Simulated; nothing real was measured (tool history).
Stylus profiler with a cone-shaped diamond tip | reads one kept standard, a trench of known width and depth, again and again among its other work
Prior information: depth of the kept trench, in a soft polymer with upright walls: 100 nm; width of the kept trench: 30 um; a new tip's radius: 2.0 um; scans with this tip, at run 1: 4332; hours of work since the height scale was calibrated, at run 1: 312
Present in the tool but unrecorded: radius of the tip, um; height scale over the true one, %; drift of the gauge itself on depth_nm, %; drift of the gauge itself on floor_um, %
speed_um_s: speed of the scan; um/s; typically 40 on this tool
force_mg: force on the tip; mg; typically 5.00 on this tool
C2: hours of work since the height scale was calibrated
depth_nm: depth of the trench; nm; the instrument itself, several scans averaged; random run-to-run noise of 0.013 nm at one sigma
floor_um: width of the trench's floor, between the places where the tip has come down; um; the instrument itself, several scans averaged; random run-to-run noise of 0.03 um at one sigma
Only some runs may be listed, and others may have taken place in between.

{"run": 1, "day": 0.0, "speed_um_s": 40, "force_mg": 5.0, "scans with this tip": 4332, "C2": 312, "depth_nm": 102.26, "floor_um": 28.51}
{"run": 2, "day": 0.321, "speed_um_s": 16, "force_mg": 5.0, "scans with this tip": 4400, "C2": 317, "depth_nm": 102.23, "floor_um": 28.56}
{"run": 3, "day": 0.662, "speed_um_s": 16, "force_mg": 5.0, "scans with this tip": 4473, "C2": 322, "depth_nm": 102.24, "floor_um": 28.61}
{"run": 4, "day": 1.267, "speed_um_s": 16, "force_mg": 5.0, "scans with this tip": 4601, "C2": 331, "depth_nm": 102.26, "floor_um": 28.55}
{"run": 5, "day": 1.592, "speed_um_s": 40, "force_mg": 5.0, "scans with this tip": 4670, "C2": 336, "depth_nm": 102.26, "floor_um": 28.52}
{"run": 6, "day": 2.221, "speed_um_s": 40, "force_mg": 5.0, "scans with this tip": 4805, "C2": 346, "depth_nm": 102.23, "floor_um": 28.54}
{"run": 7, "day": 2.512, "speed_um_s": 40, "force_mg": 5.0, "scans with this tip": 4866, "C2": 350, "depth_nm": 102.26, "floor_um": 28.52}
{"run": 8, "day": 2.888, "speed_um_s": 40, "force_mg": 5.0, "scans with this tip": 4947, "C2": 356, "depth_nm": 102.23, "floor_um": 28.52}
{"run": 9, "day": 3.325, "speed_um_s": 40, "force_mg": 4.0, "scans with this tip": 5039, "C2": 363, "depth_nm": 101.95, "floor_um": 28.53}
{"run": 10, "day": 3.617, "speed_um_s": 140, "force_mg": 5.0, "scans with this tip": 5102, "C2": 367, "depth_nm": 102.24, "floor_um": 28.31}
{"run": 11, "day": 4.125, "speed_um_s": 140, "force_mg": 5.0, "scans with this tip": 5210, "C2": 375, "depth_nm": 102.25, "floor_um": 28.34}
{"run": 12, "day": 4.462, "speed_um_s": 140, "force_mg": 5.0, "scans with this tip": 5282, "C2": 380, "depth_nm": 102.25, "floor_um": 28.31}
{"run": 13, "day": 4.867, "speed_um_s": 140, "force_mg": 5.0, "scans with this tip": 5367, "C2": 386, "depth_nm": 102.28, "floor_um": 28.29}
{"day": 4.938, "done": "height scale calibrated on a step standard"}
{"run": 14, "day": 5.408, "speed_um_s": 40, "force_mg": 5.0, "scans with this tip": 5479, "C2": 7, "depth_nm": 102.25, "floor_um": 28.5}
{"run": 15, "day": 5.85, "speed_um_s": 40, "force_mg": 2.13, "scans with this tip": 5573, "C2": 14, "depth_nm": 101.29, "floor_um": 28.51}
{"run": 16, "day": 6.35, "speed_um_s": 40, "force_mg": 2.13, "scans with this tip": 5679, "C2": 22, "depth_nm": 101.31, "floor_um": 28.42}
{"run": 17, "day": 6.921, "speed_um_s": 40, "force_mg": 2.13, "scans with this tip": 5801, "C2": 30, "depth_nm": 101.29, "floor_um": 28.4}
{"day": 7.375, "done": "height scale calibrated on a step standard, once more"}
{"run": 18, "day": 7.442, "speed_um_s": 40, "force_mg": 2.13, "scans with this tip": 5907, "C2": 1, "depth_nm": 101.26, "floor_um": 28.46}
{"run": 19, "day": 7.758, "speed_um_s": 40, "force_mg": 2.13, "scans with this tip": 5974, "C2": 6, "depth_nm": 101.28, "floor_um": 28.41}
{"run": 20, "day": 8.083, "speed_um_s": 120, "force_mg": 5.0, "scans with this tip": 6043, "C2": 11, "depth_nm": 102.26, "floor_um": 28.34}
{"run": 21, "day": 8.579, "speed_um_s": 40, "force_mg": 5.0, "scans with this tip": 6149, "C2": 18, "depth_nm": 102.25, "floor_um": 28.48}
{"run": 22, "day": 9.117, "speed_um_s": 40, "force_mg": 5.0, "scans with this tip": 6264, "C2": 27, "depth_nm": 102.24, "floor_um": 28.44}
{"run": 23, "day": 9.558, "speed_um_s": 40, "force_mg": 5.0, "scans with this tip": 6357, "C2": 33, "depth_nm": 102.25, "floor_um": 28.44}
{"run": 24, "day": 9.942, "speed_um_s": 40, "force_mg": 12.43, "scans with this tip": 6439, "C2": 39, "depth_nm": 104.11, "floor_um": 28.47}
{"run": 25, "day": 10.529, "speed_um_s": 40, "force_mg": 12.43, "scans with this tip": 6564, "C2": 48, "depth_nm": 104.12, "floor_um": 28.5}
{"run": 26, "day": 10.929, "speed_um_s": 11, "force_mg": 2.24, "scans with this tip": 6649, "C2": 54, "depth_nm": 101.32, "floor_um": 28.52}
{"run": 27, "day": 11.392, "speed_um_s": 19, "force_mg": 3.76, "scans with this tip": 6748, "C2": 62, "depth_nm": 101.85, "floor_um": 28.43}
{"run": 28, "day": 11.767, "speed_um_s": 68, "force_mg": 7.19, "scans with this tip": 6828, "C2": 67, "depth_nm": 102.85, "floor_um": 28.37}
{"run": 29, "day": 12.058, "speed_um_s": 93, "force_mg": 4.74, "scans with this tip": 6890, "C2": 72, "depth_nm": 102.16, "floor_um": 28.36}
{"run": 30, "day": 12.442, "speed_um_s": 47, "force_mg": 5.87, "scans with this tip": 6971, "C2": 78, "depth_nm": 102.51, "floor_um": 28.44}
{"run": 31, "day": 12.738, "speed_um_s": 135, "force_mg": 1.77, "scans with this tip": 7034, "C2": 82, "depth_nm": 101.13, "floor_um": 28.05}
{"run": 32, "day": 13.129, "speed_um_s": 135, "force_mg": 1.77, "scans with this tip": 7118, "C2": 88, "depth_nm": 101.14, "floor_um": 28.07}
{"run": 33, "day": 13.392, "speed_um_s": 13, "force_mg": 8.0, "scans with this tip": 7173, "C2": 92, "depth_nm": 103.07, "floor_um": 28.5}
{"run": 34, "day": 13.729, "speed_um_s": 13, "force_mg": 5.81, "scans with this tip": 7246, "C2": 97, "depth_nm": 102.44, "floor_um": 28.56}
{"run": 35, "day": 14.254, "speed_um_s": 13, "force_mg": 5.81, "scans with this tip": 7357, "C2": 105, "depth_nm": 102.47, "floor_um": 28.51}
{"run": 36, "day": 14.712, "speed_um_s": 13, "force_mg": 5.81, "scans with this tip": 7455, "C2": 112, "depth_nm": 102.47, "floor_um": 28.49}
{"run": 37, "day": 15.125, "speed_um_s": 13, "force_mg": 5.81, "scans with this tip": 7542, "C2": 119, "depth_nm": 102.49, "floor_um": 28.49}
{"run": 38, "day": 15.621, "speed_um_s": 17, "force_mg": 8.85, "scans with this tip": 7648, "C2": 126, "depth_nm": 103.29, "floor_um": 28.51}
{"run": 39, "day": 16.096, "speed_um_s": 91, "force_mg": 4.16, "scans with this tip": 7750, "C2": 134, "depth_nm": 102.01, "floor_um": 28.32}
{"run": 40, "day": 16.433, "speed_um_s": 50, "force_mg": 2.96, "scans with this tip": 7821, "C2": 139, "depth_nm": 101.58, "floor_um": 28.36}
{"run": 41, "day": 16.758, "speed_um_s": 51, "force_mg": 7.28, "scans with this tip": 7891, "C2": 144, "depth_nm": 102.89, "floor_um": 28.45}
{"run": 42, "day": 17.329, "speed_um_s": 51, "force_mg": 7.28, "scans with this tip": 8012, "C2": 153, "depth_nm": 102.9, "floor_um": 28.38}
{"run": 43, "day": 17.825, "speed_um_s": 51, "force_mg": 7.28, "scans with this tip": 8118, "C2": 160, "depth_nm": 102.91, "floor_um": 28.38}
{"run": 44, "day": 18.408, "speed_um_s": 51, "force_mg": 7.28, "scans with this tip": 8241, "C2": 169, "depth_nm": 102.88, "floor_um": 28.49}
{"run": 45, "day": 18.871, "speed_um_s": 70, "force_mg": 5.0, "scans with this tip": 8340, "C2": 176, "depth_nm": 102.27, "floor_um": 28.37}
{"run": 46, "day": 19.242, "speed_um_s": 70, "force_mg": 9.85, "scans with this tip": 8419, "C2": 182, "depth_nm": 103.56, "floor_um": 28.33}

4 options for the next run, each taken on its own from the tool as it stands now. Forecast them:
{"run": "A", "day": 19.571, "speed_um_s": 44, "force_mg": 9.51, "scans with this tip": 8489, "C2": 187, "depth_nm": "?", "floor_um": "?"}
{"run": "B", "day": 19.571, "speed_um_s": 12, "force_mg": 13.17, "scans with this tip": 8489, "C2": 187, "depth_nm": "?", "floor_um": "?"}
{"run": "C", "day": 19.571, "speed_um_s": 40, "force_mg": 10.37, "scans with this tip": 8489, "C2": 187, "depth_nm": "?", "floor_um": "?"}
{"run": "D", "day": 19.571, "speed_um_s": 67, "force_mg": 5.0, "scans with this tip": 8489, "C2": 187, "depth_nm": "?", "floor_um": "?"}

run=A depth_nm=103.48 floor_um=28.40
run=B depth_nm=104.31 floor_um=28.44
run=C depth_nm=103.66 floor_um=28.43
run=D depth_nm=102.28 floor_um=28.38
With no hidden state in the tool, these same runs would have given:
run=A depth_nm=103.43 floor_um=28.66
run=B depth_nm=104.25 floor_um=28.71
run=C depth_nm=103.61 floor_um=28.69
run=D depth_nm=102.23 floor_um=28.64
